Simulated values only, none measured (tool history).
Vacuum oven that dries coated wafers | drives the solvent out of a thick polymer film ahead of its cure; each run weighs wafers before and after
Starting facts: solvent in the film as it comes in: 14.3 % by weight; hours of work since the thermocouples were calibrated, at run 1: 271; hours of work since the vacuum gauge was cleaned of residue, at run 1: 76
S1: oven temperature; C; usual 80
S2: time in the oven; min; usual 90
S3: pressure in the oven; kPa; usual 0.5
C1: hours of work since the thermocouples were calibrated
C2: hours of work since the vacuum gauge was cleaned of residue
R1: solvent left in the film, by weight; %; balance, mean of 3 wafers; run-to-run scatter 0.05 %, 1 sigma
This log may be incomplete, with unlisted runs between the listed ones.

run 1 hour=0 | S1=80 S2=90 S3=0.5 | C1=271 C2=76 | R1=1.36
run 2 hour=17.3 | S1=88 S2=90 S3=0.5 | C1=279 C2=84 | R1=0.57
run 3 hour=29.5 | S1=76 S2=90 S3=0.5 | C1=285 C2=90 | R1=2.24
run 4 hour=45.6 | S1=80 S2=90 S3=0.5 | C1=292 C2=97 | R1=1.46
run 5 hour=60 | S1=80 S2=90 S3=0.5 | C1=299 C2=104 | R1=1.41
run 6 hour=73.9 | S1=80 S2=90 S3=0.5 | C1=305 C2=110 | R1=1.4
run 7 hour=91.6 | S1=93 S2=90 S3=0.5 | C1=313 C2=118 | R1=0.33
run 8 hour=104.3 | S1=93 S2=71 S3=0.5 | C1=319 C2=124 | R1=0.43
run 9 hour=113.2 | S1=93 S2=71 S3=0.5 | C1=323 C2=128 | R1=0.38
run 10 hour=128.9 | S1=93 S2=71 S3=0.5 | C1=330 C2=136 | R1=0.42
run 11 hour=137.4 | S1=93 S2=71 S3=0.5 | C1=334 C2=139 | R1=0.4
run 12 hour=146 | S1=93 S2=71 S3=0.5 | C1=338 C2=143 | R1=0.5

What does the tool deliver on the next run?
run 13 hour=159.6 | S1=76 S2=74 S3=0.709 | C1=345 C2=150 | R1=?

Run 13 measured R1 2.98 %.
Without the tool's hidden state the same run would have given R1 3.21 %.
